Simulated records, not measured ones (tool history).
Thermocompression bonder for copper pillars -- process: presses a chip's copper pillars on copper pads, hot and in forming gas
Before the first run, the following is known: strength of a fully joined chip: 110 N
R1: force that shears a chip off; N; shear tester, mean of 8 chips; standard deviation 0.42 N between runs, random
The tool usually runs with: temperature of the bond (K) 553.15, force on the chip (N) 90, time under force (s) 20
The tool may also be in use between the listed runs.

Run 1, day 0: usual settings. Result: R1 78.1 N.
At day 2.038: forming gas filter changed.
Run 2, day 2.579: usual settings. Result: R1 82.7 N.
Run 3, day 5.304: usual settings. Result: R1 80.7 N.
At day 7.9: heater calibrated with a thermocouple chip.
Run 4, day 8.629: usual settings. Result: R1 69.9 N.
At day 8.812: forming gas filter changed.
Run 5, day 10.954: usual settings. Result: R1 72.6 N.
Run 6, day 12.621: usual settings. Result: R1 71.2 N.
Run 7, day 14.962: usual settings but temperature of the bond (K) 563.15. Result: R1 78 N.
At day 15.558: forming gas filter changed.
Run 8, day 17.008: usual settings but temperature of the bond (K) 563.15. Result: R1 81.5 N.
Run 9, day 19.788: usual settings. Result: R1 71.2 N.
Run 10, day 21.396: usual settings. Result: R1 70.9 N.
At day 22.446: forming gas filter changed.
Run 11, day 24.529: usual settings. Result: R1 73.9 N.
Run 12, day 26.262: usual settings but force on the chip (N) 55. Result: R1 51.1 N.
Run 13, day 27.646: usual settings but force on the chip (N) 55. Result: R1 51 N.
At day 29.308: forming gas filter changed.
Run 14, day 30.808: usual settings but force on the chip (N) 55. Result: R1 53.2 N.
Run 15, day 32.612: usual settings but force on the chip (N) 55. Result: R1 53 N.
Run 16, day 35.925: usual settings but force on the chip (N) 55. Result: R1 51.8 N.
At day 36.242: forming gas filter changed.
Run 17, day 37.929: usual settings but time under force (s) 25. Result: R1 80 N.
Run 18, day 40.15: usual settings. Result: R1 75 N.
Run 19, day 42.579: usual settings but temperature of the bond (K) 549.15. Result: R1 71.7 N.
At day 43.017: forming gas filter changed.
Run 20, day 45.088: usual settings but temperature of the bond (K) 546.15, force on the chip (N) 85, time under force (s) 43. Result: R1 83.2 N.
Run 21, day 48.329: usual settings but temperature of the bond (K) 566.15, force on the chip (N) 59, time under force (s) 54. Result: R1 84.7 N.
At day 49.679: force cell calibrated.
At day 49.838: forming gas filter changed.
Run 22, day 50.458: usual settings but temperature of the bond (K) 540.15, force on the chip (N) 59, time under force (s) 54. Result: R1 67.7 N.
Run 23, day 52.138: usual settings but temperature of the bond (K) 540.15, force on the chip (N) 59, time under force (s) 54. Result: R1 67 N.
Run 24, day 54.254: usual settings but temperature of the bond (K) 580.15, force on the chip (N) 66, time under force (s) 54. Result: R1 96.8 N.
At day 56.696: forming gas filter changed.
Run 25, day 57.438: usual settings but temperature of the bond (K) 580.15, force on the chip (N) 66, time under force (s) 54. Result: R1 99.7 N.
Run 26, day 59.258: usual settings but temperature of the bond (K) 580.15, force on the chip (N) 66, time under force (s) 54. Result: R1 98.8 N.
Run 27, day 60.783: usual settings but temperature of the bond (K) 580.15, force on the chip (N) 95, time under force (s) 38. Result: R1 102.1 N.
Run 28, day 62.15: usual settings but temperature of the bond (K) 526.15, force on the chip (N) 104. Result: R1 61 N.
At day 63.404: forming gas filter changed.
Run 29, day 64.296: usual settings but temperature of the bond (K) 572.15, force on the chip (N) 61. Result: R1 75.7 N.
Run 30, day 66.921: usual settings but temperature of the bond (K) 572.15, force on the chip (N) 61. Result: R1 75.9 N.
Run 31, day 68.888: usual settings but temperature of the bond (K) 572.15, force on the chip (N) 102, time under force (s) 26. Result: R1 95.9 N.
At day 70.267: forming gas filter changed.
Run 32, day 71.946: usual settings but temperature of the bond (K) 572.15, force on the chip (N) 102, time under force (s) 26. Result: R1 100.8 N.
Run 33, day 73.596: usual settings but temperature of the bond (K) 532.15, force on the chip (N) 60. Result: R1 44.6 N.
Run 34, day 76.9: usual settings but temperature of the bond (K) 526.15, force on the chip (N) 60, time under force (s) 32. Result: R1 47.2 N.
At day 77.146: forming gas filter changed.
Run 35, day 78.767: usual settings but temperature of the bond (K) 535.15, force on the chip (N) 60, time under force (s) 50. Result: R1 66.5 N.
Run 36, day 81.412: usual settings but temperature of the bond (K) 535.15, force on the chip (N) 60, time under force (s) 50. Result: R1 65.2 N.
At day 82.9: heater calibrated with a thermocouple chip.
Run 37, day 83.738: usual settings but temperature of the bond (K) 535.15, force on the chip (N) 60, time under force (s) 50. Result: R1 53.9 N.
At day 83.938: forming gas filter changed.
Run 38, day 86.4: usual settings but temperature of the bond (K) 536.15, time under force (s) 34. Result: R1 68.2 N.

What if the next run were any one of these 5? Each begins from the tool's condition after run 38:
Run A, day 88.529: usual settings but temperature of the bond (K) 581.15, force on the chip (N) 105, time under force (s) 25. Result: R1 ?.
Run B, day 88.529: usual settings but temperature of the bond (K) 572.15, force on the chip (N) 93, time under force (s) 11. Result: R1 ?.
Run C, day 88.529: usual settings but temperature of the bond (K) 536.15, force on the chip (N) 93, time under force (s) 34. Result: R1 ?.
Run D, day 88.529: usual settings but temperature of the bond (K) 528.15. Result: R1 ?.
Run E, day 88.529: usual settings but temperature of the bond (K) 536.15, time under force (s) 18. Result: R1 ?.

run    R1
  A  98.5
  B  75.8
  C  68.6
  D    50
  E  55.4
Without the tool's unlogged condition, the same runs would have read:
run     R1
  A  101.5
  B   77.5
  C     70
  D   50.9
  E   56.4
